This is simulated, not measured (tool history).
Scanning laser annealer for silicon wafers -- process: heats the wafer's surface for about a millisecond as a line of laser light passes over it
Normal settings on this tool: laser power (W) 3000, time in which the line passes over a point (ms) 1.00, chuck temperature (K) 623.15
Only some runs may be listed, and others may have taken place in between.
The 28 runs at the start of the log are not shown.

run     day  laser power (W)  time in which the line passes over a point (ms)  chuck temperature (K)  hours of work since the window was cleaned  hours of work since the power meter was calibrated  hours of work since the optics were aligned  highest temperature of the surface (K)
     38.562  -- window over the wafer cleaned
 29  38.625             3066                                             0.79                 623.15                                           1                                                1040                                           43                                 1386.15
 30  40.167             3066                                             0.79                 623.15                                          25                                                1064                                           67                                 1385.15
 31  41.283             3066                                             0.79                 623.15                                          43                                                1082                                           85                                 1384.15
 32  42.521             3143                                             1.00                 623.15                                          62                                                1101                                          104                                 1493.15
 33  44.312             3143                                             1.00                 623.15                                          91                                                1130                                          133                                 1486.15
 34  45.767             3143                                             0.94                 630.15                                         114                                                1153                                          156                                 1470.15
 35  47.408             3143                                             0.94                 630.15                                         139                                                1178                                          181                                 1468.15
 36  48.258             3000                                             1.00                 622.15                                         153                                                1192                                          195                                 1444.15
 37  49.254             3000                                             1.00                 622.15                                         169                                                1208                                          211                                 1445.15
 38  50.158             3000                                             0.81                 633.15                                         183                                                1222                                          225                                 1375.15
 39  52.108             3170                                             0.85                 591.15                                         214                                                1253                                          256                                 1390.15

What if the next run were any one of these 5? Each begins from the tool's condition after run 39:
  A  53.292             2885                                             1.02                 636.15                                         232                                                1271                                          274                                       ?
  B  53.292             2902                                             0.94                 651.15                                         232                                                1271                                          274                                       ?
  C  53.292             3257                                             0.70                 636.15                                         232                                                1271                                          274                                       ?
  D  53.292             2916                                             0.89                 614.15                                         232                                                1271                                          274                                       ?
  E  53.292             2714                                             0.85                 591.15                                         232                                                1271                                          274                                       ?

run  highest temperature of the surface (K)
  A                                 1429.15
  B                                 1419.15
  C                                 1377.15
  D                                 1360.15
  E                                 1276.15
With the hidden condition removed and each run's random variation left untouched, the same runs would have given:
run  highest temperature of the surface (K)
  A                                 1455.15
  B                                 1444.15
  C                                 1402.15
  D                                 1385.15
  E                                 1298.15

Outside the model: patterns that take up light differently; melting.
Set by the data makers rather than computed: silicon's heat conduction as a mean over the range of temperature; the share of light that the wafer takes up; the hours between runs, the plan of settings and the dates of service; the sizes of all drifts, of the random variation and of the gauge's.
